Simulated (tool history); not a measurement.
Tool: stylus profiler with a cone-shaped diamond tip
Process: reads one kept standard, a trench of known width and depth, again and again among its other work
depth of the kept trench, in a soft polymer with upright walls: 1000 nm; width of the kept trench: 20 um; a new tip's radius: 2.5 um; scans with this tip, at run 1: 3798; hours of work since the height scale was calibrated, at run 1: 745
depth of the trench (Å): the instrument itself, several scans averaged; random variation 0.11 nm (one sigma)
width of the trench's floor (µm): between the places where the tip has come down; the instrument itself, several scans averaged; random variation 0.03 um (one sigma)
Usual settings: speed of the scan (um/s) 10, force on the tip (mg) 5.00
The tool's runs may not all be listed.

run     day  speed of the scan (um/s)  force on the tip (mg)  scans with this tip  hours of work since the height scale was calibrated  depth of the trench (Å)  width of the trench's floor (µm)
  1   0.000                        10                   5.00                 3798                                                  745                  10093.4                             14.82
  2   1.896                        10                   5.00                 3942                                                  774                  10092.5                             14.77
  3   3.000                        10                   3.87                 4026                                                  790                  10076.1                             14.74
  4   4.008                        28                   3.87                 4103                                                  805                  10076.9                             14.68
  5   4.979                        10                   5.00                 4177                                                  820                  10091.8                             14.72
      5.446  -- height scale calibrated on a step standard
  6   6.338                        10                   5.00                 4279                                                   13                  10083.0                             14.68
  7   7.396                        10                   5.00                 4359                                                   29                  10077.9                             14.68
  8   8.575                        10                   5.00                 4449                                                   47                  10080.9                             14.64
  9  10.704                        10                   5.00                 4611                                                   79                  10081.4                             14.58
 10  11.883                        10                   5.00                 4701                                                   96                  10078.7                             14.53
 11  13.950                         6                   6.96                 4858                                                  127                  10107.4                             14.50
     15.033  -- height scale calibrated on a step standard, once more
 12  15.962                         5                   2.80                 5010                                                   14                  10076.7                             14.46
 13  18.329                         5                   2.80                 5190                                                   49                  10077.7                             14.40
 14  19.550                         6                   5.00                 5283                                                   68                  10112.6                             14.37
 15  21.525                        12                  10.21                 5433                                                   97                  10177.9                             14.40
 16  23.058                        17                   3.80                 5550                                                  120                  10091.3                             14.28
 17  25.142                         7                   3.57                 5708                                                  151                  10091.0                             14.29
 18  26.546                         7                   3.57                 5816                                                  172                  10088.7                             14.23
 19  28.275                         7                   3.57                 5947                                                  198                  10087.1                             14.15
 20  30.504                         6                   7.13                 6117                                                  231                  10138.2                             14.08

Forecast each of these 4 alternatives for the next run:
  A  32.271                        10                   4.51                 6251                                                  258                        ?                                 ?
  B  32.271                        10                   2.25                 6251                                                  258                        ?                                 ?
  C  32.271                         7                   7.25                 6251                                                  258                        ?                                 ?
  D  32.271                        15                   2.28                 6251                                                  258                        ?                                 ?

run  depth of the trench (Å)  width of the trench's floor (µm)
  A                  10102.4                             14.15
  B                  10064.3                             14.15
  C                  10140.5                             14.15
  D                  10064.4                             14.11
Without the tool's hidden state the same runs would have given:
run  depth of the trench (Å)  width of the trench's floor (µm)
  A                  10102.2                             16.01
  B                  10064.1                             16.01
  C                  10140.3                             16.01
  D                  10064.2                             15.97

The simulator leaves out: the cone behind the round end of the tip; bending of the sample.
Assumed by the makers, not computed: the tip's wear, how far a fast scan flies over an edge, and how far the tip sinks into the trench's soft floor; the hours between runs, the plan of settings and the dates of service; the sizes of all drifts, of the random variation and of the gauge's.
